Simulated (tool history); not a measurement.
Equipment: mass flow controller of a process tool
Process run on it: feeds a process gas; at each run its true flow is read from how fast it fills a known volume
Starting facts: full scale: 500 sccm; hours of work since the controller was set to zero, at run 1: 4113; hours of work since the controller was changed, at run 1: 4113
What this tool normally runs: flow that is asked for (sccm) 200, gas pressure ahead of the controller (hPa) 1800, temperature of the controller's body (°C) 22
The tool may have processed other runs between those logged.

| run | hour | flow that is asked for (sccm) | gas pressure ahead of the controller (hPa) | temperature of the controller's body (°C) | hours of work since the controller was set to zero | hours of work since the controller was changed | true flow (%) |
|---|---|---|---|---|---|---|---|
| 1 | 0 | 200 | 1800 | 22 | 4113 | 4113 | 99.28 |
| 2 | 228 | 200 | 1800 | 22 | 4262 | 4262 | 99.36 |
| 3 | 573.8 | 200 | 1800 | 22 | 4486 | 4486 | 99.17 |
|  | 601 | controller's zero set anew |
| 4 | 768 | 200 | 1800 | 22 | 109 | 4612 | 98.7 |
| 5 | 1206.7 | 200 | 1800 | 22 | 394 | 4898 | 98.62 |
| 6 | 1511.3 | 140 | 2690 | 22 | 592 | 5096 | 96.67 |
| 7 | 1799.9 | 75 | 1520 | 22 | 779 | 5283 | 94.78 |
| 8 | 2092.5 | 75 | 1520 | 22 | 970 | 5474 | 94.56 |
|  | 2440.6 | controller's zero set anew, once more |
| 9 | 2477.1 | 75 | 1520 | 22 | 24 | 5723 | 100.45 |
| 10 | 2925.4 | 75 | 1520 | 22 | 315 | 6015 | 100.12 |

Predict each of these 4 candidate next runs independently; none follows another, all start after run 10:
| A | 3180.9 | 104 | 1950 | 21 | 481 | 6181 | ? |
| B | 3180.9 | 181 | 2540 | 22 | 481 | 6181 | ? |
| C | 3180.9 | 57 | 1670 | 25 | 481 | 6181 | ? |
| D | 3180.9 | 114 | 1520 | 22 | 481 | 6181 | ? |

| run | true flow (%) |
|---|---|
| A | 100.08 |
| B | 100.2 |
| C | 99.52 |
| D | 100.58 |
Stripped of hidden state, with their random variation kept, the same runs would have yielded:
| run | true flow (%) |
|---|---|
| A | 98.26 |
| B | 98.19 |
| C | 98.07 |
| D | 98.72 |
